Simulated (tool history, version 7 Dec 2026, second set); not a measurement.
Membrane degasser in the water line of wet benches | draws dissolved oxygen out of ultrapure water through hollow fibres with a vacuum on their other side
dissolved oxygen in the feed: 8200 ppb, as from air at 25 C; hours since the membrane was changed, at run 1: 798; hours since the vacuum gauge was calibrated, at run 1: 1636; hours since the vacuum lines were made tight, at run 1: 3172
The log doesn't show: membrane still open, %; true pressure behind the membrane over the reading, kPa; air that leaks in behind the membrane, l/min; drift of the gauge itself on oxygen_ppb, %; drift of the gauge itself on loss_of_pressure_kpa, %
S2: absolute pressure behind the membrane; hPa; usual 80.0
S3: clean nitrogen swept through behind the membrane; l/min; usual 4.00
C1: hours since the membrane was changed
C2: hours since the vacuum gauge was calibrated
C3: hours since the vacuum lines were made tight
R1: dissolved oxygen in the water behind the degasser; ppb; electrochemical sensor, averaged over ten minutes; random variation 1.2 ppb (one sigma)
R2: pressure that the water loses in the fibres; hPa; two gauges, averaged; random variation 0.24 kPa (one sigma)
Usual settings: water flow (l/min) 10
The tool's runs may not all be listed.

{"run": 1, "hour": 0.0, "water flow (l/min)": 10, "S2": 80.0, "S3": 4.0, "C1": 798, "C2": 1636, "C3": 3172, "R1": 114.8, "R2": 629.0}
{"run": 2, "hour": 21.5, "water flow (l/min)": 6, "S2": 80.0, "S3": 4.0, "C1": 819, "C2": 1658, "C3": 3194, "R1": 48.7, "R2": 379.3}
{"run": 3, "hour": 44.2, "water flow (l/min)": 10, "S2": 80.0, "S3": 4.0, "C1": 842, "C2": 1680, "C3": 3216, "R1": 115.0, "R2": 629.8}
{"run": 4, "hour": 90.4, "water flow (l/min)": 10, "S2": 50.0, "S3": 4.0, "C1": 888, "C2": 1727, "C3": 3263, "R1": 97.1, "R2": 624.8}
{"run": 5, "hour": 142.8, "water flow (l/min)": 10, "S2": 108.6, "S3": 4.0, "C1": 941, "C2": 1779, "C3": 3315, "R1": 132.8, "R2": 624.8}
{"run": 6, "hour": 172.8, "water flow (l/min)": 10, "S2": 108.6, "S3": 4.0, "C1": 971, "C2": 1809, "C3": 3345, "R1": 132.5, "R2": 629.0}
{"run": 7, "hour": 213.4, "water flow (l/min)": 10, "S2": 80.0, "S3": 2.4, "C1": 1011, "C2": 1850, "C3": 3386, "R1": 134.0, "R2": 630.5}
{"run": 8, "hour": 259.7, "water flow (l/min)": 10, "S2": 80.0, "S3": 2.4, "C1": 1058, "C2": 1896, "C3": 3432, "R1": 135.5, "R2": 628.2}
{"run": 9, "hour": 281.8, "water flow (l/min)": 10, "S2": 80.0, "S3": 4.0, "C1": 1080, "C2": 1918, "C3": 3454, "R1": 116.6, "R2": 630.6}
{"run": 10, "hour": 317.2, "water flow (l/min)": 7, "S2": 80.0, "S3": 4.0, "C1": 1115, "C2": 1953, "C3": 3489, "R1": 62.9, "R2": 440.1}
{"hour": 320.6, "done": "vacuum gauge calibrated"}
{"run": 11, "hour": 338.8, "water flow (l/min)": 7, "S2": 80.0, "S3": 4.0, "C1": 1136, "C2": 18, "C3": 3511, "R1": 63.1, "R2": 439.2}
{"run": 12, "hour": 363.6, "water flow (l/min)": 7, "S2": 80.0, "S3": 10.43, "C1": 1161, "C2": 43, "C3": 3535, "R1": 51.1, "R2": 438.9}
{"run": 13, "hour": 410.8, "water flow (l/min)": 7, "S2": 80.0, "S3": 10.43, "C1": 1208, "C2": 90, "C3": 3582, "R1": 51.1, "R2": 439.4}
{"run": 14, "hour": 433.8, "water flow (l/min)": 7, "S2": 80.0, "S3": 10.43, "C1": 1231, "C2": 113, "C3": 3605, "R1": 50.7, "R2": 442.7}
{"run": 15, "hour": 457.1, "water flow (l/min)": 10, "S2": 80.0, "S3": 4.0, "C1": 1255, "C2": 136, "C3": 3629, "R1": 117.1, "R2": 633.2}
{"run": 16, "hour": 492.5, "water flow (l/min)": 10, "S2": 80.0, "S3": 4.0, "C1": 1290, "C2": 172, "C3": 3664, "R1": 118.2, "R2": 635.4}
{"run": 17, "hour": 519.7, "water flow (l/min)": 10, "S2": 80.0, "S3": 4.34, "C1": 1317, "C2": 199, "C3": 3691, "R1": 115.7, "R2": 630.3}
{"hour": 546.3, "done": "vacuum gauge calibrated, once more"}
{"run": 18, "hour": 551.2, "water flow (l/min)": 10, "S2": 80.0, "S3": 7.5, "C1": 1348, "C2": 5, "C3": 3722, "R1": 103.6, "R2": 630.4}
{"run": 19, "hour": 599.3, "water flow (l/min)": 7, "S2": 80.0, "S3": 4.0, "C1": 1396, "C2": 53, "C3": 3771, "R1": 64.1, "R2": 440.5}
{"run": 20, "hour": 640.6, "water flow (l/min)": 7, "S2": 80.0, "S3": 4.0, "C1": 1438, "C2": 94, "C3": 3812, "R1": 64.8, "R2": 441.5}
{"run": 21, "hour": 684.1, "water flow (l/min)": 10, "S2": 78.7, "S3": 5.67, "C1": 1481, "C2": 138, "C3": 3855, "R1": 108.9, "R2": 629.3}
{"run": 22, "hour": 708.4, "water flow (l/min)": 10, "S2": 78.7, "S3": 5.67, "C1": 1505, "C2": 162, "C3": 3880, "R1": 107.1, "R2": 632.7}
{"run": 23, "hour": 756.5, "water flow (l/min)": 7, "S2": 78.7, "S3": 2.14, "C1": 1553, "C2": 210, "C3": 3928, "R1": 82.0, "R2": 439.7}
{"run": 24, "hour": 780.5, "water flow (l/min)": 11, "S2": 90.6, "S3": 8.86, "C1": 1578, "C2": 234, "C3": 3952, "R1": 121.0, "R2": 698.4}
{"run": 25, "hour": 817.7, "water flow (l/min)": 9, "S2": 114.2, "S3": 4.8, "C1": 1615, "C2": 271, "C3": 3989, "R1": 112.4, "R2": 568.8}
{"run": 26, "hour": 845.5, "water flow (l/min)": 9, "S2": 114.2, "S3": 4.8, "C1": 1642, "C2": 299, "C3": 4017, "R1": 109.4, "R2": 571.0}
{"run": 27, "hour": 892.7, "water flow (l/min)": 9, "S2": 114.2, "S3": 4.8, "C1": 1690, "C2": 346, "C3": 4064, "R1": 111.0, "R2": 568.0}
{"run": 28, "hour": 935.0, "water flow (l/min)": 6, "S2": 185.8, "S3": 2.74, "C1": 1732, "C2": 389, "C3": 4106, "R1": 116.3, "R2": 380.2}
{"run": 29, "hour": 971.6, "water flow (l/min)": 10, "S2": 76.2, "S3": 7.19, "C1": 1769, "C2": 425, "C3": 4143, "R1": 103.2, "R2": 636.5}
{"run": 30, "hour": 1007.6, "water flow (l/min)": 6, "S2": 53.4, "S3": 7.19, "C1": 1805, "C2": 461, "C3": 4179, "R1": 35.0, "R2": 380.4}
{"run": 31, "hour": 1039.0, "water flow (l/min)": 6, "S2": 53.4, "S3": 7.19, "C1": 1836, "C2": 493, "C3": 4210, "R1": 35.2, "R2": 380.8}
{"run": 32, "hour": 1074.9, "water flow (l/min)": 10, "S2": 199.3, "S3": 1.84, "C1": 1872, "C2": 529, "C3": 4246, "R1": 308.9, "R2": 631.1}

The same runs without the tool's hidden state, with the same run-to-run variation:
run=1 R1=111.3 R2=625.1
run=2 R1=46.8 R2=376.9
run=3 R1=111.3 R2=625.6
run=4 R1=93.6 R2=620.5
run=5 R1=128.6 R2=620.3
run=6 R1=128.2 R2=624.3
run=7 R1=129.0 R2=625.5
run=8 R1=130.4 R2=623.0
run=9 R1=112.1 R2=625.3
run=10 R1=60.0 R2=436.3
run=11 R1=59.7 R2=435.2
run=12 R1=48.5 R2=434.9
run=13 R1=48.5 R2=435.2
run=14 R1=48.0 R2=438.5
run=15 R1=111.4 R2=627.0
run=16 R1=112.4 R2=629.0
run=17 R1=109.9 R2=623.8
run=18 R1=98.9 R2=623.8
run=19 R1=60.7 R2=435.7
run=20 R1=61.2 R2=436.6
run=21 R1=103.5 R2=622.0
run=22 R1=101.7 R2=625.3
run=23 R1=77.4 R2=434.3
run=24 R1=114.8 R2=689.8
run=25 R1=106.7 R2=561.6
run=26 R1=103.8 R2=563.6
run=27 R1=105.2 R2=560.5
run=28 R1=110.5 R2=375.1
run=29 R1=97.0 R2=627.7
run=30 R1=32.3 R2=375.0
run=31 R1=32.3 R2=375.3
run=32 R1=297.4 R2=621.7

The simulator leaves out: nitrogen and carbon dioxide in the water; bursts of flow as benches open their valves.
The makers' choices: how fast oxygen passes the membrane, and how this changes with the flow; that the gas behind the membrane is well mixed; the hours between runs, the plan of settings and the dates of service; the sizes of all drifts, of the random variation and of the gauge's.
